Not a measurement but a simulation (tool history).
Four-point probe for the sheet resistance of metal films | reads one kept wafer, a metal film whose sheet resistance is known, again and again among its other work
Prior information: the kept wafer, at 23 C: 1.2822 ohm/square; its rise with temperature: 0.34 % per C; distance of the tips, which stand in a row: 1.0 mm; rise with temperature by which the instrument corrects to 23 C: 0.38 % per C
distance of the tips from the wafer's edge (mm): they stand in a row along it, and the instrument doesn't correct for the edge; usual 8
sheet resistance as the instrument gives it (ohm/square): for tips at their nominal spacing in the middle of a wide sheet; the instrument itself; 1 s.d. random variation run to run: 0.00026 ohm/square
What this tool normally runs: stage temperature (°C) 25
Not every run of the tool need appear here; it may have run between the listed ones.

run	hour	stage temperature (°C)	distance of the tips from the wafer's edge (mm)	sheet resistance as the instrument gives it (ohm/square)
1	0.0	25	8	1.295485
2	9.6	25	8	1.295856
3	21.8	25	8	1.295557
4	34.3	25	5	1.312108
5	48.5	25	5	1.311759
6	61.6	20	8	1.299084
7	75.8	20	30	1.288112
8	90.9	21	8	1.297229
9	109.5	21	8	1.297734
10	119.3	25	26	1.285155
11	130.5	25	26	1.285877
12	146.9	25	26	1.285259
13	156.3	25	26	1.284746
14	170.0	32	8	1.290835
15	178.7	32	8	1.290768
16	196.5	25	8	1.295458
17	213.4	25	51	1.284075
18	230.1	25	8	1.294487
19	243.1	25	8	1.294936
20	261.5	29	8	1.292224
21	275.9	29	8	1.292311
22	291.4	29	8	1.292285
23	309.7	26	6	1.302244
24	323.2	23	64	1.285116
25	335.0	21	19	1.287928
26	347.5	22	13	1.289742
27	364.1	29	13	1.285514
28	373.2	29	14	1.285507
29	382.3	26	5	1.310356
30	392.3	26	5	1.310206
31	408.1	28	10	1.288824
32	421.6	29	52	1.281439
33	431.5	19	11	1.293120
34	448.9	19	11	1.292919
35	462.9	19	11	1.292555
36	474.8	33	15	1.282186
37	491.7	18	9	1.295800
38	507.6	30	9	1.289161
39	519.7	25	7	1.297110
40	530.7	34	72	1.278197
41	540.3	24	4	1.325806
42	548.9	28	26	1.282434
43	558.4	29	18	1.283191
44	568.1	27	61	1.282034

Per-run results on a tool with no hidden state, each run keeping its own random variation:
Hidden state at play: inner tips' distance over the nominal, %; tips' flats over new ones', %; wafer's true temperature over the reading, C; drift of the gauge itself on sheet_ohm, %.
run	sheet resistance as the instrument gives it (ohm/square)
1	1.291656
2	1.292053
3	1.291793
4	1.308336
5	1.308028
6	1.295415
7	1.284509
8	1.293645
9	1.294201
10	1.281699
11	1.282445
12	1.281875
13	1.281386
14	1.287522
15	1.287482
16	1.292197
17	1.280885
18	1.291325
19	1.291810
20	1.289169
21	1.289301
22	1.289322
23	1.299303
24	1.282241
25	1.285076
26	1.286920
27	1.282772
28	1.282791
29	1.307608
30	1.307488
31	1.286203
32	1.278874
33	1.290532
34	1.290379
35	1.290054
36	1.279789
37	1.293369
38	1.286832
39	1.294784
40	1.275968
41	1.323483
42	1.280227
43	1.281016
44	1.279884
